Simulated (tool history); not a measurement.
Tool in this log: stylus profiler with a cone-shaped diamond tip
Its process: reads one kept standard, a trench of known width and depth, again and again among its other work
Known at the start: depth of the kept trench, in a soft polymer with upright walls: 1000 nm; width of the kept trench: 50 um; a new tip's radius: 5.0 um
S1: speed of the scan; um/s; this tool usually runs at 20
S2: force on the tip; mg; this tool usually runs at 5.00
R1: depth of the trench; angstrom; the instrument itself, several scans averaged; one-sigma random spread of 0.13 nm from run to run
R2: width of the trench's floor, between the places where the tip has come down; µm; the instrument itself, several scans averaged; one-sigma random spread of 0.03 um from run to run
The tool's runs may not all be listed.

run 1 day=0.000 | S1=20 S2=5.00 | R1=10179.8 R2=42.51
run 2 day=1.292 | S1=20 S2=5.00 | R1=10180.8 R2=42.48
run 3 day=2.154 | S1=20 S2=5.00 | R1=10181.4 R2=42.45
run 4 day=3.571 | S1=16 S2=5.00 | R1=10178.8 R2=42.43
run 5 day=5.271 | S1=16 S2=5.00 | R1=10178.9 R2=42.39
run 6 day=6.904 | S1=6 S2=5.00 | R1=10180.3 R2=42.44
run 7 day=8.008 | S1=6 S2=5.00 | R1=10177.2 R2=42.45
run 8 day=8.762 | S1=6 S2=5.00 | R1=10178.8 R2=42.42
run 9 day=10.433 | S1=20 S2=5.00 | R1=10178.0 R2=42.31
run 10 day=11.633 | S1=7 S2=3.11 | R1=10126.5 R2=42.36
run 11 day=13.371 | S1=54 S2=5.00 | R1=10174.5 R2=42.18
run 12 day=14.467 | S1=73 S2=1.68 | R1=10082.2 R2=41.90
run 13 day=16.200 | S1=73 S2=1.68 | R1=10079.5 R2=41.92
run 14 day=17.596 | S1=39 S2=2.20 | R1=10098.4 R2=42.06
run 15 day=19.138 | S1=22 S2=2.32 | R1=10097.3 R2=42.06
run 16 day=20.125 | S1=40 S2=11.89 | R1=10317.4 R2=42.15
run 17 day=21.146 | S1=37 S2=6.46 | R1=10207.6 R2=42.07
run 18 day=22.162 | S1=11 S2=6.46 | R1=10209.7 R2=42.17

Had the tool no unlogged condition, and each run kept its random variation, what would the results have been?
Unlogged tool condition in this case: radius of the tip, um; height scale over the true one, %; drift of the gauge itself on depth_nm, %; drift of the gauge itself on floor_um, %.
run=1 R1=10181.9 R2=43.93
run=2 R1=10183.5 R2=43.93
run=3 R1=10184.5 R2=43.91
run=4 R1=10182.5 R2=43.91
run=5 R1=10183.3 R2=43.90
run=6 R1=10185.3 R2=43.98
run=7 R1=10182.6 R2=44.01
run=8 R1=10184.5 R2=44.00
run=9 R1=10184.4 R2=43.92
run=10 R1=10133.4 R2=43.99
run=11 R1=10182.2 R2=43.84
run=12 R1=10090.2 R2=43.58
run=13 R1=10088.2 R2=43.64
run=14 R1=10107.7 R2=43.80
run=15 R1=10107.2 R2=43.83
run=16 R1=10327.9 R2=43.93
run=17 R1=10218.5 R2=43.87
run=18 R1=10220.9 R2=43.99
